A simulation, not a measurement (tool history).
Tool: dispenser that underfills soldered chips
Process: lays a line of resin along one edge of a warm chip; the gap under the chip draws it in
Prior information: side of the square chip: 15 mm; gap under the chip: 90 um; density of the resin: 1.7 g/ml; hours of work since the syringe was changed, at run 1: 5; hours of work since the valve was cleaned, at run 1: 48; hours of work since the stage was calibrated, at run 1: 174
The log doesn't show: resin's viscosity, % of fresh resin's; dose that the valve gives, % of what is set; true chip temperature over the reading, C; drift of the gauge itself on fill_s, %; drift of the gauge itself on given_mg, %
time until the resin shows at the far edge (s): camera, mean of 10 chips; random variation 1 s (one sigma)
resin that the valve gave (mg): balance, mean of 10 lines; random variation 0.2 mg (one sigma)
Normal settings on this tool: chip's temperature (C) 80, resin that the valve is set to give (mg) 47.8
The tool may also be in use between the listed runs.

run,day,chip's temperature (C),resin that the valve is set to give (mg),hours of work since the syringe was changed,hours of work since the valve was cleaned,hours of work since the stage was calibrated,time until the resin shows at the far edge (s),resin that the valve gave (mg)
1,0.000,80,47.8,5,48,174,129.4,46.36
2,0.250,80,47.8,9,51,178,159.5,46.21
# day 0.292: new syringe of resin
3,0.412,80,47.8,2,54,180,109.4,46.10
4,0.683,80,51.2,6,58,184,130.6,49.28
5,0.846,80,47.8,8,60,186,151.5,45.66
# day 0.942: new syringe of resin
6,0.988,80,47.8,1,62,188,104.1,46.15
7,1.179,80,58.4,3,65,191,118.4,55.66
8,1.367,80,58.4,6,68,194,134.0,55.85
# day 1.596: new syringe of resin
9,1.608,80,59.2,0,71,197,102.7,56.47
10,1.908,80,47.8,5,75,202,130.6,44.97
11,2.192,80,47.8,9,80,206,161.1,45.76
# day 2.250: new syringe of resin
# day 2.446: dispensing valve cleaned and set on the balance
12,2.446,80,47.8,2,0,209,115.5,47.96
13,2.721,80,47.8,6,4,213,141.7,47.46
# day 2.950: new syringe of resin
14,2.962,86,47.8,0,7,216,73.3,47.83
15,3.117,86,47.8,2,10,218,86.8,47.51
16,3.379,80,61.6,6,14,222,134.8,61.56
# day 3.600: new syringe of resin
17,3.608,80,50.1,0,17,226,102.5,49.77
18,3.779,80,45.5,3,19,228,116.3,45.07
19,4.004,85,51.1,6,23,231,107.5,50.83
20,4.221,85,51.1,9,26,235,124.1,50.28
# day 4.258: new syringe of resin
21,4.417,76,60.2,2,29,237,134.6,59.01
22,4.621,85,52.3,5,32,240,101.3,51.08
# day 4.917: new syringe of resin
23,4.921,85,52.3,0,36,245,78.2,51.09
24,5.112,72,56.8,3,39,247,176.9,55.40
25,5.350,72,56.8,6,42,251,209.8,55.58
# day 5.562: new syringe of resin
26,5.646,72,60.6,1,46,255,163.7,58.96
27,5.900,72,45.1,5,50,259,204.4,43.56
28,6.104,84,59.5,8,53,262,123.2,57.78
# day 6.229: new syringe of resin
29,6.300,84,59.5,1,56,265,85.0,57.85
30,6.592,84,59.5,5,60,269,106.5,57.51
31,6.754,88,40.9,8,63,271,110.7,39.59
# day 6.879: new syringe of resin
32,7.038,80,45.7,2,67,275,120.6,44.07
33,7.225,79,47.8,5,69,278,142.1,45.68
34,7.433,79,47.8,8,73,281,164.5,45.92
# day 7.538: new syringe of resin
35,7.721,69,59.9,3,77,285,200.9,57.49

A few steps of time until the resin shows at the far edge (s) between consecutive runs. Split each: what settings, incoming material and random variation would produce without the hidden state, and what is left over for the hidden state, along with gauge scatter present in only one of the two compared results (measured, and without hidden state):
Run 2 -> 3: new syringe of resin. time until the resin shows at the far edge (s) -50.1: hidden state -48.6, all else -1.5.
Run 11 -> 12: new syringe of resin, dispensing valve cleaned and set on the balance. time until the resin shows at the far edge (s) -45.6: hidden state -47.3, all else +1.7.
Run 13 -> 14: chip's temperature (C) 80 -> 86, new syringe of resin. time until the resin shows at the far edge (s) -68.4: hidden state -39.6, all else -28.8.
Run 23 -> 24: chip's temperature (C) 85 -> 72, resin that the valve is set to give (mg) 52.3 -> 56.8. time until the resin shows at the far edge (s) +98.7: hidden state +28.7, all else +70.0.
Run 25 -> 26: resin that the valve is set to give (mg) 56.8 -> 60.6, new syringe of resin. time until the resin shows at the far edge (s) -46.1: hidden state -47.4, all else +1.3.
Run 27 -> 28: chip's temperature (C) 72 -> 84, resin that the valve is set to give (mg) 45.1 -> 59.5. time until the resin shows at the far edge (s) -81.2: hidden state -11.1, all else -70.1.

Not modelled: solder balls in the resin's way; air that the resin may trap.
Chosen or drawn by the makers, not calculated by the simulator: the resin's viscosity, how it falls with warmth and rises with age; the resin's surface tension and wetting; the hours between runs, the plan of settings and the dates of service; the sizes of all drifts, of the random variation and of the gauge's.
